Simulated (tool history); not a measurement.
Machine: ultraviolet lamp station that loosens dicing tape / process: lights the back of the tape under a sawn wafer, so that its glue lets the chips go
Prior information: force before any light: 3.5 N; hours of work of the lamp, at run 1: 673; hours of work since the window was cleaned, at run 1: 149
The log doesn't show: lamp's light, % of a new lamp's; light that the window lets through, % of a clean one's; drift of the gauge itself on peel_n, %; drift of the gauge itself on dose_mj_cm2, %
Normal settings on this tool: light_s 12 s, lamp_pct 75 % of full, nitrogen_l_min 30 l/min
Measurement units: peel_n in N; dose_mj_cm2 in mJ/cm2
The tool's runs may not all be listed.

| run | hour | light_s | lamp_pct | nitrogen_l_min | hours of work of the lamp | hours of work since the window was cleaned | peel_n | dose_mj_cm2 |
|---|---|---|---|---|---|---|---|---|
| 1 | 0 | 12 | 75 | 30 | 673 | 149 | 0.423 | 187 |
| 2 | 15.8 | 12 | 75 | 30 | 682 | 158 | 0.423 | 189 |
| 3 | 40.5 | 12 | 75 | 30 | 696 | 172 | 0.426 | 188 |
| 4 | 70.1 | 9 | 75 | 30 | 712 | 189 | 0.64 | 137 |
| 5 | 88.8 | 9 | 75 | 30 | 723 | 200 | 0.668 | 133 |
| 6 | 106.9 | 9 | 75 | 30 | 733 | 210 | 0.666 | 138 |
| 7 | 128.2 | 8 | 75 | 30 | 745 | 222 | 0.82 | 118 |
| 8 | 145.3 | 8 | 75 | 30 | 755 | 231 | 0.79 | 118 |
| 9 | 173 | 17 | 75 | 30 | 771 | 247 | 0.301 | 247 |
| 10 | 193.6 | 17 | 75 | 30 | 782 | 259 | 0.301 | 245 |
| 11 | 211.5 | 12 | 75 | 46 | 792 | 269 | 0.395 | 169 |
| 12 | 235.1 | 12 | 91 | 39 | 806 | 282 | 0.336 | 205 |
| 13 | 258.8 | 7 | 75 | 31 | 819 | 295 | 0.96 | 99 |
| 14 | 287.7 | 8 | 71 | 23 | 835 | 312 | 1.041 | 110 |
| 15 | 311.3 | 7 | 75 | 23 | 849 | 325 | 1.164 | 95 |
| 16 | 335.9 | 7 | 83 | 23 | 862 | 339 | 1.086 | 105 |
| 17 | 354.8 | 21 | 75 | 12 | 873 | 350 | 0.42 | 282 |

What if the next run were any one of these 3? Each begins from the tool's condition after run 17:
| A | 367.7 | 14 | 66 | 20 | 880 | 357 | ? | ? |
| B | 367.7 | 9 | 94 | 30 | 880 | 357 | ? | ? |
| C | 367.7 | 16 | 97 | 13 | 880 | 357 | ? | ? |

| run | peel_n | dose_mj_cm2 |
|---|---|---|
| A | 0.657 | 166 |
| B | 0.591 | 156 |
| C | 0.407 | 276 |
With the hidden condition removed and each run's random variation left untouched, the same runs would have given:
| run | peel_n | dose_mj_cm2 |
|---|---|---|
| A | 0.351 | 266 |
| B | 0.323 | 248 |
| C | 0.253 | 444 |
